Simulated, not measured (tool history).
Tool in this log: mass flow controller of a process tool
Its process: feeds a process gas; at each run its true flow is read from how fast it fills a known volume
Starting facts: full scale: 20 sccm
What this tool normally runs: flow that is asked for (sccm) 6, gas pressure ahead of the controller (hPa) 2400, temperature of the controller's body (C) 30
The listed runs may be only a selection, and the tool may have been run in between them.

| run | hour | flow that is asked for (sccm) | gas pressure ahead of the controller (hPa) | temperature of the controller's body (C) | true flow (%) |
|---|---|---|---|---|---|
| 1 | 0 | 6 | 2400 | 30 | 100.49 |
| 2 | 184.2 | 6 | 2400 | 30 | 100.51 |
| 3 | 312.8 | 6 | 2400 | 22 | 99.7 |
| 4 | 448.1 | 6 | 2400 | 30 | 100.73 |
| 5 | 682.3 | 6 | 2400 | 30 | 100.59 |
| 6 | 795.1 | 6 | 2400 | 30 | 100.65 |
| 7 | 977.6 | 6 | 2400 | 30 | 100.78 |
| 8 | 1216.5 | 6 | 2400 | 30 | 100.63 |
| 9 | 1435.2 | 6 | 1450 | 30 | 99.97 |
| 10 | 1585.6 | 6 | 1450 | 30 | 100.07 |
| 11 | 1784.5 | 6 | 2400 | 21 | 99.73 |
| 12 | 2007.3 | 6 | 2400 | 21 | 99.85 |
| 13 | 2134.7 | 6 | 2400 | 37 | 101.53 |
| 14 | 2395.4 | 6 | 2400 | 37 | 101.53 |
| 15 | 2505.5 | 6 | 2400 | 37 | 101.71 |
| 16 | 2702.7 | 6 | 2400 | 37 | 101.61 |
| 17 | 2890 | 6 | 2400 | 37 | 101.68 |
| 18 | 3065.1 | 6 | 2400 | 37 | 101.69 |
| 19 | 3247.8 | 6 | 2400 | 37 | 101.86 |
| 20 | 3496.3 | 6 | 2400 | 37 | 101.76 |
| 21 | 3716 | 3 | 1960 | 37 | 101.51 |
| 22 | 3889.4 | 3 | 1960 | 37 | 101.49 |
| 23 | 4046.3 | 6 | 2330 | 30 | 101.05 |
| 24 | 4207.4 | 6 | 2260 | 30 | 101.06 |
| 25 | 4332.7 | 6 | 2260 | 30 | 100.98 |
| 26 | 4551.6 | 6 | 2180 | 31 | 101.14 |
| 27 | 4687.9 | 6 | 2180 | 31 | 101.14 |
| 28 | 4944.7 | 8 | 2400 | 25 | 100.71 |
|  | 5065.1 | controller exchanged for a calibrated one |
| 29 | 5198.6 | 8 | 2400 | 25 | 100.71 |

Expected results for the next run?
| 30 | 5363.9 | 5 | 2260 | 25 | ? |

{"run 30": {"true flow (%)": 100.43}}
The same run, on a tool lacking any hidden state, would have yielded true flow (%) 99.72.

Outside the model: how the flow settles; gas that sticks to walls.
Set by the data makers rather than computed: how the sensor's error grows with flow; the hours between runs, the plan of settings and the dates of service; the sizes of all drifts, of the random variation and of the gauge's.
